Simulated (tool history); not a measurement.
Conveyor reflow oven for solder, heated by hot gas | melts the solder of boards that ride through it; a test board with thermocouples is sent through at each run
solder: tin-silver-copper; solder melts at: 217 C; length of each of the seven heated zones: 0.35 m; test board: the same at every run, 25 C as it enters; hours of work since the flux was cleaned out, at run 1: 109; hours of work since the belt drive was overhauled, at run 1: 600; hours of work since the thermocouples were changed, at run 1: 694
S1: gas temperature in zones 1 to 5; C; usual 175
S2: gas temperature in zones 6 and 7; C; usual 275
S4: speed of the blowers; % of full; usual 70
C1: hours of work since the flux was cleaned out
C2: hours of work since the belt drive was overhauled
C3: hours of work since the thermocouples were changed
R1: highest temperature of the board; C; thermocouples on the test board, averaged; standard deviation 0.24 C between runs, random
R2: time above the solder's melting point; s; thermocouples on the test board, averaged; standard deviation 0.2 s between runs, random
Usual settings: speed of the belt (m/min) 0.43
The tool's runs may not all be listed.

Run 1, day 0: usual settings; C1 109; C2 600; C3 694. Result: R1 265.2 C, R2 85.3 s.
Run 2, day 0.617: usual settings; C1 119; C2 610; C3 705. Result: R1 265 C, R2 85.1 s.
Run 3, day 1.121: usual settings but speed of the belt (m/min) 0.493; C1 128; C2 619; C3 714. Result: R1 261.1 C, R2 71.3 s.
Run 4, day 2.062: usual settings but speed of the belt (m/min) 0.493; C1 144; C2 635; C3 730. Result: R1 261.4 C, R2 71 s.
Run 5, day 2.933: usual settings but speed of the belt (m/min) 0.372; C1 159; C2 650; C3 745. Result: R1 268.2 C, R2 101.6 s.
Run 6, day 3.912: usual settings but S1 164 C; C1 176; C2 667; C3 762. Result: R1 263.7 C, R2 79.6 s.
At day 4.392: thermocouples of zones 6 and 7 changed.
Run 7, day 4.579: usual settings but S1 164 C; C1 186; C2 677; C3 3. Result: R1 262.1 C, R2 79.5 s.
Run 8, day 5.05: usual settings; C1 195; C2 686; C3 11. Result: R1 264 C, R2 84.5 s.
Run 9, day 6.058: usual settings; C1 212; C2 703; C3 29. Result: R1 264.1 C, R2 84.5 s.
At day 6.283: belt drive overhauled, speed set with a stopwatch.
Run 10, day 7.083: usual settings; C1 227; C2 14; C3 44. Result: R1 263.2 C, R2 84.6 s.
Run 11, day 8.104: usual settings; C1 245; C2 32; C3 61. Result: R1 263.8 C, R2 84.5 s.
Run 12, day 8.946: usual settings but S4 84 % of full; C1 259; C2 46; C3 76. Result: R1 266.3 C, R2 86.3 s.
Run 13, day 9.596: usual settings but S4 84 % of full; C1 270; C2 57; C3 87. Result: R1 265.5 C, R2 86.3 s.
Run 14, day 10.404: usual settings but S4 84 % of full; C1 284; C2 71; C3 101. Result: R1 265.6 C, R2 86.6 s.
At day 10.654: belt drive overhauled, speed set with a stopwatch, once more.
Run 15, day 11.512: usual settings but S4 84 % of full; C1 301; C2 15; C3 118. Result: R1 265.8 C, R2 85 s.
Run 16, day 12.229: usual settings but S1 183 C, speed of the belt (m/min) 0.436, S4 85 % of full; C1 313; C2 27; C3 130. Result: R1 266.1 C, R2 87.8 s.
Run 17, day 13.254: usual settings but S1 178 C, S2 267 C, speed of the belt (m/min) 0.519, S4 68 % of full; C1 331; C2 45; C3 148. Result: R1 249.9 C, R2 59.5 s.
Run 18, day 14.033: usual settings but S1 189 C, S4 51 % of full; C1 344; C2 58; C3 161. Result: R1 260.3 C, R2 87.1 s.
Run 19, day 14.754: usual settings but S1 189 C, speed of the belt (m/min) 0.381, S4 51 % of full; C1 357; C2 71; C3 174. Result: R1 264 C, R2 102.2 s.
Run 20, day 15.742: usual settings but S1 163 C, speed of the belt (m/min) 0.499, S4 51 % of full; C1 374; C2 88; C3 191. Result: R1 249.1 C, R2 54.1 s.
Run 21, day 16.608: usual settings but S1 162 C, S2 274 C, speed of the belt (m/min) 0.435, S4 87 % of full; C1 389; C2 103; C3 206. Result: R1 263 C, R2 77.8 s.
Run 22, day 17.383: usual settings but S1 162 C, S2 274 C, speed of the belt (m/min) 0.435, S4 87 % of full; C1 402; C2 116; C3 219. Result: R1 262.9 C, R2 77.6 s.
Run 23, day 17.962: usual settings but S1 162 C, S2 274 C, speed of the belt (m/min) 0.435; C1 412; C2 127; C3 229. Result: R1 259 C, R2 74.4 s.
At day 18.217: flux residue cleaned out of gas plates and filters.
Run 24, day 18.954: usual settings but S1 162 C, S2 274 C, speed of the belt (m/min) 0.353, S4 77 % of full; C1 13; C2 140; C3 243. Result: R1 268.6 C, R2 102.7 s.
Run 25, day 19.921: usual settings but S1 167 C, S2 279 C, speed of the belt (m/min) 0.347, S4 79 % of full; C1 29; C2 157; C3 260. Result: R1 274.1 C, R2 109.3 s.
Run 26, day 20.9: usual settings but S1 167 C, S2 279 C, speed of the belt (m/min) 0.39, S4 79 % of full; C1 46; C2 174; C3 277. Result: R1 271.9 C, R2 95.5 s.
Run 27, day 21.854: usual settings but S1 167 C, S2 279 C, speed of the belt (m/min) 0.37, S4 61 % of full; C1 63; C2 190; C3 293. Result: R1 269.3 C, R2 98.9 s.
Run 28, day 22.775: usual settings but S1 167 C, S2 279 C, speed of the belt (m/min) 0.37, S4 61 % of full; C1 79; C2 206; C3 309. Result: R1 269.4 C, R2 98.7 s.
Run 29, day 23.604: usual settings but S1 167 C, S2 267 C, speed of the belt (m/min) 0.37, S4 87 % of full; C1 93; C2 221; C3 323. Result: R1 262 C, R2 95.9 s.
Run 30, day 24.296: usual settings but S1 182 C, S2 267 C, speed of the belt (m/min) 0.352, S4 67 % of full; C1 105; C2 233; C3 335. Result: R1 261.8 C, R2 106.4 s.

Each row is a separate what-if for the run after 30, all from the same tool condition, not one after another. Results?
Run A, day 24.896: usual settings but S1 173 C, S2 270 C; C1 116; C2 243; C3 346. Result: R1 ?, R2 ?.
Run B, day 24.896: usual settings but S1 189 C, S2 269 C, speed of the belt (m/min) 0.373; C1 116; C2 243; C3 346. Result: R1 ?, R2 ?.
Run C, day 24.896: usual settings; C1 116; C2 243; C3 346. Result: R1 ?, R2 ?.
Run D, day 24.896: usual settings but S1 182 C, S2 266 C, speed of the belt (m/min) 0.448, S4 67 % of full; C1 116; C2 243; C3 346. Result: R1 ?, R2 ?.

run     R1     R2
  A  260.1   80.6
  B  263.5  104.8
  C  264.8   84.7
  D  255.7   77.9
Had the tool no hidden state, the same runs would have come out as:
run     R1     R2
  A  260.1   80.6
  B  263.3  104.4
  C  264.9   84.6
  D  255.7   77.8

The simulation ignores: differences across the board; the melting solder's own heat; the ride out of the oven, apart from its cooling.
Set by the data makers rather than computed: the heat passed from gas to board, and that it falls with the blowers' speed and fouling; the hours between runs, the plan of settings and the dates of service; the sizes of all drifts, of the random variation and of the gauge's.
